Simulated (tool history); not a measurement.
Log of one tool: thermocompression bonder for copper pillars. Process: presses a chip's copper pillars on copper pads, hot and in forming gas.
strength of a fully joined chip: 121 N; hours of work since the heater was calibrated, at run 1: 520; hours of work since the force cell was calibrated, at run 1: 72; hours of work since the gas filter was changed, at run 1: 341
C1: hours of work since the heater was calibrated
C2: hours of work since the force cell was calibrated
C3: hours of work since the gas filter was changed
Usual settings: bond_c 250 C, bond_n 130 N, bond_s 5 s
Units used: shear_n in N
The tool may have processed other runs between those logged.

{"run": 1, "hour": 0.0, "bond_c": 250, "bond_n": 130, "bond_s": 5, "C1": 520, "C2": 72, "C3": 341, "shear_n": 69.4}
{"run": 2, "hour": 31.6, "bond_c": 250, "bond_n": 130, "bond_s": 5, "C1": 536, "C2": 87, "C3": 357, "shear_n": 70.2}
{"hour": 46.9, "done": "forming gas filter changed"}
{"run": 3, "hour": 67.6, "bond_c": 250, "bond_n": 130, "bond_s": 5, "C1": 554, "C2": 105, "C3": 10, "shear_n": 73.3}
{"run": 4, "hour": 113.3, "bond_c": 250, "bond_n": 130, "bond_s": 5, "C1": 577, "C2": 128, "C3": 33, "shear_n": 72.3}
{"run": 5, "hour": 165.0, "bond_c": 250, "bond_n": 130, "bond_s": 5, "C1": 602, "C2": 153, "C3": 59, "shear_n": 72.5}
{"run": 6, "hour": 199.7, "bond_c": 250, "bond_n": 130, "bond_s": 5, "C1": 620, "C2": 171, "C3": 76, "shear_n": 71.7}
{"run": 7, "hour": 243.7, "bond_c": 250, "bond_n": 130, "bond_s": 8, "C1": 641, "C2": 193, "C3": 98, "shear_n": 83.3}
{"run": 8, "hour": 274.0, "bond_c": 250, "bond_n": 186, "bond_s": 5, "C1": 656, "C2": 208, "C3": 113, "shear_n": 91.4}
{"run": 9, "hour": 305.2, "bond_c": 250, "bond_n": 186, "bond_s": 5, "C1": 672, "C2": 223, "C3": 128, "shear_n": 90.3}
{"run": 10, "hour": 339.4, "bond_c": 250, "bond_n": 186, "bond_s": 5, "C1": 689, "C2": 240, "C3": 145, "shear_n": 90.0}
{"run": 11, "hour": 373.6, "bond_c": 250, "bond_n": 186, "bond_s": 5, "C1": 706, "C2": 257, "C3": 162, "shear_n": 91.7}
{"run": 12, "hour": 428.5, "bond_c": 250, "bond_n": 186, "bond_s": 5, "C1": 733, "C2": 284, "C3": 190, "shear_n": 90.2}
{"run": 13, "hour": 461.7, "bond_c": 250, "bond_n": 186, "bond_s": 3, "C1": 750, "C2": 301, "C3": 206, "shear_n": 79.8}
{"run": 14, "hour": 495.2, "bond_c": 250, "bond_n": 147, "bond_s": 11, "C1": 766, "C2": 318, "C3": 223, "shear_n": 95.7}
{"run": 15, "hour": 550.7, "bond_c": 238, "bond_n": 172, "bond_s": 10, "C1": 794, "C2": 345, "C3": 250, "shear_n": 89.5}
{"run": 16, "hour": 613.1, "bond_c": 246, "bond_n": 172, "bond_s": 10, "C1": 825, "C2": 376, "C3": 281, "shear_n": 96.8}
{"run": 17, "hour": 667.1, "bond_c": 231, "bond_n": 173, "bond_s": 8, "C1": 852, "C2": 403, "C3": 308, "shear_n": 79.1}
{"run": 18, "hour": 723.3, "bond_c": 228, "bond_n": 88, "bond_s": 4, "C1": 880, "C2": 431, "C3": 336, "shear_n": 31.7}
{"hour": 780.4, "done": "forming gas filter changed"}
{"run": 19, "hour": 781.4, "bond_c": 228, "bond_n": 88, "bond_s": 4, "C1": 908, "C2": 460, "C3": 0, "shear_n": 33.5}
{"run": 20, "hour": 824.1, "bond_c": 228, "bond_n": 88, "bond_s": 4, "C1": 930, "C2": 481, "C3": 22, "shear_n": 33.0}
{"run": 21, "hour": 868.7, "bond_c": 228, "bond_n": 193, "bond_s": 4, "C1": 952, "C2": 503, "C3": 44, "shear_n": 68.0}
{"run": 22, "hour": 918.3, "bond_c": 228, "bond_n": 193, "bond_s": 4, "C1": 976, "C2": 528, "C3": 69, "shear_n": 69.8}
{"run": 23, "hour": 975.3, "bond_c": 244, "bond_n": 178, "bond_s": 3, "C1": 1005, "C2": 556, "C3": 97, "shear_n": 74.2}

Branching from run 23: 4 alternative next runs. What would each branch give?
{"run": "A", "hour": 1011.6, "bond_c": 244, "bond_n": 178, "bond_s": 13, "C1": 1023, "C2": 574, "C3": 115, "shear_n": "?"}
{"run": "B", "hour": 1011.6, "bond_c": 263, "bond_n": 130, "bond_s": 5, "C1": 1023, "C2": 574, "C3": 115, "shear_n": "?"}
{"run": "C", "hour": 1011.6, "bond_c": 266, "bond_n": 95, "bond_s": 8, "C1": 1023, "C2": 574, "C3": 115, "shear_n": "?"}
{"run": "D", "hour": 1011.6, "bond_c": 250, "bond_n": 121, "bond_s": 5, "C1": 1023, "C2": 574, "C3": 115, "shear_n": "?"}

run=A shear_n=101.5
run=B shear_n=89.0
run=C shear_n=84.0
run=D shear_n=71.7
Without the tool's unlogged condition, the same runs would have read:
run=A shear_n=96.3
run=B shear_n=82.2
run=C shear_n=77.1
run=D shear_n=64.2
